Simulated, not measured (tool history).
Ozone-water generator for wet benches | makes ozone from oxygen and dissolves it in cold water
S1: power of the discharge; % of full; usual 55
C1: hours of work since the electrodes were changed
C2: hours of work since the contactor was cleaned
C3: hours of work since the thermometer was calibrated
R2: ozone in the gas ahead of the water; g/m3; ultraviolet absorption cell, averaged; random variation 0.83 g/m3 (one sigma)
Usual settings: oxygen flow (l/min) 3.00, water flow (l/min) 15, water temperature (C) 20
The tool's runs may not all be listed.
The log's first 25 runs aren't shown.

run 26 hour=4129.6 | S1=43 oxygen_flow_(l/min)=1.54 water_flow_(l/min)=10 water_temperature_(C)=14 | C1=4412 C2=9034 C3=763 | dissolved_ozone_(ppm)=10.5 R2=136.4
run 27 hour=4321.3 | S1=43 oxygen_flow_(l/min)=1.54 water_flow_(l/min)=10 water_temperature_(C)=14 | C1=4588 C2=9211 C3=939 | dissolved_ozone_(ppm)=10.5 R2=137.3
run 28 hour=4484.2 | S1=43 oxygen_flow_(l/min)=1.54 water_flow_(l/min)=10 water_temperature_(C)=14 | C1=4738 C2=9360 C3=1089 | dissolved_ozone_(ppm)=10.3 R2=136.3
run 29 hour=4667.2 | S1=41 oxygen_flow_(l/min)=1.54 water_flow_(l/min)=10 water_temperature_(C)=14 | C1=4907 C2=9529 C3=1257 | dissolved_ozone_(ppm)=10.1 R2=133.3
run 30 hour=4875.9 | S1=50 oxygen_flow_(l/min)=3.49 water_flow_(l/min)=9 water_temperature_(C)=20 | C1=5099 C2=9721 C3=1449 | dissolved_ozone_(ppm)=13.4 R2=110.0
run 31 hour=5089.4 | S1=55 oxygen_flow_(l/min)=4.51 water_flow_(l/min)=17 water_temperature_(C)=20 | C1=5295 C2=9917 C3=1645 | dissolved_ozone_(ppm)=9.4 R2=105.4
run 32 hour=5294.6 | S1=86 oxygen_flow_(l/min)=3.66 water_flow_(l/min)=13 water_temperature_(C)=24 | C1=5484 C2=10106 C3=1834 | dissolved_ozone_(ppm)=12.8 R2=143.3
run 33 hour=5448.6 | S1=84 oxygen_flow_(l/min)=2.25 water_flow_(l/min)=21 water_temperature_(C)=24 | C1=5625 C2=10247 C3=1976 | dissolved_ozone_(ppm)=7.7 R2=166.6

4 ways to go on from here, each from the tool as it stands after run 33. What would each give?
-- hour=5499.3 contactor cleaned
run A hour=5612.6 | S1=68 oxygen_flow_(l/min)=2.25 water_flow_(l/min)=21 water_temperature_(C)=18 | C1=5772 C2=104 C3=2123 | dissolved_ozone_(ppm)=? R2=?
-- hour=5499.3 contactor cleaned
run B hour=5612.6 | S1=55 oxygen_flow_(l/min)=3.00 water_flow_(l/min)=15 water_temperature_(C)=19 | C1=5772 C2=104 C3=2123 | dissolved_ozone_(ppm)=? R2=?
-- hour=5499.3 contactor cleaned
run C hour=5612.6 | S1=84 oxygen_flow_(l/min)=1.88 water_flow_(l/min)=21 water_temperature_(C)=16 | C1=5772 C2=104 C3=2123 | dissolved_ozone_(ppm)=? R2=?
-- hour=5499.3 contactor cleaned
run D hour=5612.6 | S1=84 oxygen_flow_(l/min)=2.25 water_flow_(l/min)=21 water_temperature_(C)=28 | C1=5772 C2=104 C3=2123 | dissolved_ozone_(ppm)=? R2=?

run=A dissolved_ozone_(ppm)=7.5 R2=148.8
run=B dissolved_ozone_(ppm)=9.8 R2=120.1
run=C dissolved_ozone_(ppm)=8.0 R2=176.8
run=D dissolved_ozone_(ppm)=7.9 R2=166.7
Without the tool's hidden state the same runs would have given:
run=A dissolved_ozone_(ppm)=8.4 R2=166.5
run=B dissolved_ozone_(ppm)=10.8 R2=132.5
run=C dissolved_ozone_(ppm)=9.0 R2=200.5
run=D dissolved_ozone_(ppm)=8.9 R2=189.0

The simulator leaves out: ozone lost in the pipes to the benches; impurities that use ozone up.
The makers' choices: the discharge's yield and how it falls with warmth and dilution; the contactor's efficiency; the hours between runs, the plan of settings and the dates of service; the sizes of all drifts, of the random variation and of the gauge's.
